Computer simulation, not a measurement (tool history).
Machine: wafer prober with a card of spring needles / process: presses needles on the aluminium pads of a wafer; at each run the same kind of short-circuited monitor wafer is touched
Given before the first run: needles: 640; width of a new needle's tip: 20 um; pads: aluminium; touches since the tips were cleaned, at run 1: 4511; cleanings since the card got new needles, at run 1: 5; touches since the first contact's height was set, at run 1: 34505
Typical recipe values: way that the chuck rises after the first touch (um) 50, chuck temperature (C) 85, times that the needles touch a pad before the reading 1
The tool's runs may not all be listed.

run  hour  way that the chuck rises after the first touch (um)  chuck temperature (C)  times that the needles touch a pad before the reading  touches since the tips were cleaned  cleanings since the card got new needles  touches since the first contact's height was set  resistance of one needle with its contact and lead (mohm)  way that a needle slides on the pad (um)
  1     0                                                   50                     85                                                      1                                 4511                                         5                                             34505                                                        600                                    13.063
      4.6  -- tips cleaned on abrasive film
  2  11.9                                                   50                     85                                                      1                                 2632                                         6                                             38787                                                        526                                    13.059
       21  -- tips cleaned on abrasive film
  3  23.7                                                   50                     85                                                      1                                  993                                         7                                             43058                                                        405                                    13.033
  4    37                                                   50                     85                                                      1                                 5810                                         7                                             47875                                                        612                                    13.035
     37.9  -- tips cleaned on abrasive film
  5  50.1                                                   50                     85                                                      1                                 4447                                         8                                             52610                                                        589                                    13.013
     54.4  -- tips cleaned on abrasive film
  6  60.3                                                   50                     85                                                      1                                 2131                                         9                                             56263                                                        490                                    12.994
  7  66.4                                                   47                     85                                                      1                                 4343                                         9                                             58475                                                        623                                    12.213
     71.1  -- tips cleaned on abrasive film
  8  72.4                                                   47                     85                                                      1                                  455                                        10                                             60621                                                        384                                    12.196

Run 9 is up next; what results do you expect?
  9  79.6                                                   47                    113                                                      3                                 3084                                        10                                             63250                                                          ?                                         ?

Run 9 measured resistance of one needle with its contact and lead (mohm) 401, way that a needle slides on the pad (um) 12.201.
The same run, on a tool lacking any hidden state, would have yielded resistance of one needle with its contact and lead (mohm) 300, way that a needle slides on the pad (um) 12.354.
